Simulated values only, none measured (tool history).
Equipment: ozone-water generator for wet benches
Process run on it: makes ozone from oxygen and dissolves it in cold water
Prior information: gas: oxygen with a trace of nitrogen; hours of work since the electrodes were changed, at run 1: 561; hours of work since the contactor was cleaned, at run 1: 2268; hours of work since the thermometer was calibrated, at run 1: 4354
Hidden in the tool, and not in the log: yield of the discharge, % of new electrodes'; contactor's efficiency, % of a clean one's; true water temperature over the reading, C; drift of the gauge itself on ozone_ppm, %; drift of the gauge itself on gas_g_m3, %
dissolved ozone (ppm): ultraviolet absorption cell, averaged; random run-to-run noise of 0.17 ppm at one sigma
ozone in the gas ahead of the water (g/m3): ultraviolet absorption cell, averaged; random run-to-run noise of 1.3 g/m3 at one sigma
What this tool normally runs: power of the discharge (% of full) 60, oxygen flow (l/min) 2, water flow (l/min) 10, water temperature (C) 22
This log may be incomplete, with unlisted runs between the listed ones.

run    hour  power of the discharge (% of full)  oxygen flow (l/min)  water flow (l/min)  water temperature (C)  hours of work since the electrodes were changed  hours of work since the contactor was cleaned  hours of work since the thermometer was calibrated  dissolved ozone (ppm)  ozone in the gas ahead of the water (g/m3)
  1       0                                  60                    2                  10                     22                                              561                                           2268                                                4354                     22                                       237.8
  2   131.3                                  60                    2                  10                     22                                              673                                           2379                                                4465                   22.2                                       238.2
  3   297.2                                  60                    2                  10                     22                                              813                                           2520                                                4606                     22                                       237.6
  4   417.3                                  60                    2                  10                     22                                              915                                           2622                                                4708                     22                                       238.7
      459.9  -- water thermometer calibrated
  5   492.3                                  60                    2                  10                     22                                              978                                           2685                                                  27                   21.8                                       238.5
  6   612.2                                  60                    2                  10                     22                                             1080                                           2786                                                 129                   22.2                                         240
  7   733.5                                  60                    2                  10                     22                                             1182                                           2889                                                 232                     22                                         240
  8   871.3                                  60                    2                  10                     22                                             1299                                           3006                                                 348                     22                                       240.6
  9   982.2                                  60                    2                  10                     22                                             1393                                           3100                                                 442                     22                                       241.3
 10  1091.2                                  60                    2                  10                     22                                             1485                                           3192                                                 535                   21.8                                       243.8
 11  1206.3                                  85                    2                  10                     22                                             1583                                           3290                                                 632                   27.6                                         302
     1363.3  -- contactor cleaned
 12  1375.1                                  85                    2                  10                     22                                             1722                                             10                                                 772                   27.7                                       307.8
 13  1499.9                                  85                    2                  10                     22                                             1828                                            116                                                 878                     28                                       306.7
 14  1588.8                                  60                    2                  10                     22                                             1903                                            191                                                 953                     22                                       246.8
     1743.8  -- gauge calibrated
 15  1745.4                                  60                    2                  10                     22                                             2036                                            324                                                1085                     22                                       237.7
 16  1863.3                                  60                    2                  10                     22                                             2136                                            423                                                1185                   21.7                                       236.2
 17  1999.3                                  60                    2                  13                     19                                             2251                                            539                                                1301                   18.4                                       241.2
 18    2104                                  60                    2                  13                     19                                             2340                                            627                                                1389                   18.2                                       237.4
 19  2229.4                                  92                 2.41                   7                     16                                             2446                                            734                                                1495                   40.8                                       286.6
 20  2392.4                                  77                 3.47                  10                     17                                             2584                                            872                                                1634                     27                                       205.7
 21  2533.7                                  69                 3.24                  10                     22                                             2704                                            991                                                1753                   23.5                                       200.9
 22  2611.9                                  69                 3.24                  10                     24                                             2770                                           1058                                                1819                   22.7                                       201.2
 23  2726.9                                  69                 3.24                  10                     24                                             2867                                           1155                                                1917                   22.8                                       200.6
 24  2794.5                                  65                    2                  10                     22                                             2925                                           1212                                                1974                   23.1                                       253.8
 25  2907.4                                  48                 1.16                  11                     22                                             3020                                           1308                                                2070                   16.5                                       289.2
 26  3039.2                                  48                 1.16                  11                     22                                             3132                                           1420                                                2181                   16.4                                       287.6
 27  3161.9                                  67                    2                   8                     15                                             3236                                           1523                                                2285                     31                                       262.5
 28  3321.2                                  67                    2                   8                     15                                             3371                                           1658                                                2420                   31.1                                       261.2
 29  3410.9                                  77                    2                   7                     22                                             3447                                           1734                                                2496                   33.5                                       289.1
 30  3574.3                                  77                    2                   8                     25                                             3585                                           1873                                                2635                   29.5                                       289.5
 31  3669.2                                  58                 1.12                  10                     15                                             3666                                           1953                                                2715                   21.9                                       335.8

Some steps in ozone in the gas ahead of the water (g/m3), run to run, broken into two amounts with sign: the step expected even without the hidden condition (settings, incoming material, random variation), and the rest, left for the hidden condition together with whatever gauge scatter is not in both the measured and the hidden-condition-free result:
Run 10 -> 11: power of the discharge (% of full) 60 -> 85. ozone in the gas ahead of the water (g/m3) +58.2: hidden state +1.4, all else +56.8.
Run 13 -> 14: power of the discharge (% of full) 85 -> 60. ozone in the gas ahead of the water (g/m3) -59.9: hidden state -1, all else -58.9.
Run 14 -> 15: gauge calibrated. ozone in the gas ahead of the water (g/m3) -9.1: hidden state -6.2, all else -2.9.
Run 19 -> 20: power of the discharge (% of full) 92 -> 77, oxygen flow (l/min) 2.41 -> 3.47, water flow (l/min) 7 -> 10, water temperature (C) 16 -> 17. ozone in the gas ahead of the water (g/m3) -80.9: hidden state +0.1, all else -81.
Run 30 -> 31: power of the discharge (% of full) 77 -> 58, oxygen flow (l/min) 2 -> 1.12, water flow (l/min) 8 -> 10, water temperature (C) 25 -> 15. ozone in the gas ahead of the water (g/m3) +46.3: hidden state +1.9, all else +44.4.

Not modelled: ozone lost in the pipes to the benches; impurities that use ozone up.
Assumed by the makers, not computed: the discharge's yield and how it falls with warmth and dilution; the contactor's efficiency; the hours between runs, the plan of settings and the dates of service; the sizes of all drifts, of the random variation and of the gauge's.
